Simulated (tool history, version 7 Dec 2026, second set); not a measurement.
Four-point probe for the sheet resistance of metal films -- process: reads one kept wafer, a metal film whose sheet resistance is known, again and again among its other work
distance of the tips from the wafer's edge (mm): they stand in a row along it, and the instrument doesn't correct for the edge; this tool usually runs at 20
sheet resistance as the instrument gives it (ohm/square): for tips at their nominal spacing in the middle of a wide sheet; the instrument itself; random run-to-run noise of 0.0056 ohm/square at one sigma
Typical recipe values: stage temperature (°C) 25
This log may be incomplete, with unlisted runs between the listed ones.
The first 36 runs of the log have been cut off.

run,hour,stage temperature (°C),distance of the tips from the wafer's edge (mm),sheet resistance as the instrument gives it (ohm/square)
37,2445.1,26,20,28.193588
38,2498.1,26,20,28.182428
39,2560.9,21,4,28.595537
40,2622.2,18,14,28.288327
41,2689.4,18,14,28.310846
42,2774.9,18,14,28.314090
43,2843.7,33,57,28.155354
44,2931.2,29,12,28.243585

Consider 3 possible next runs. They are alternatives, not a sequence: every one starts from the tool as it was left by run 44. What does each give?
A,2993.6,23,25,?
B,2993.6,20,8,?
C,2993.6,23,56,?

run,sheet resistance as the instrument gives it (ohm/square)
A,28.280142
B,28.393159
C,28.275963
Take away the tool's hidden state, keep each run's random variation, and the runs would have read:
run,sheet resistance as the instrument gives it (ohm/square)
A,28.056129
B,28.168628
C,28.051977

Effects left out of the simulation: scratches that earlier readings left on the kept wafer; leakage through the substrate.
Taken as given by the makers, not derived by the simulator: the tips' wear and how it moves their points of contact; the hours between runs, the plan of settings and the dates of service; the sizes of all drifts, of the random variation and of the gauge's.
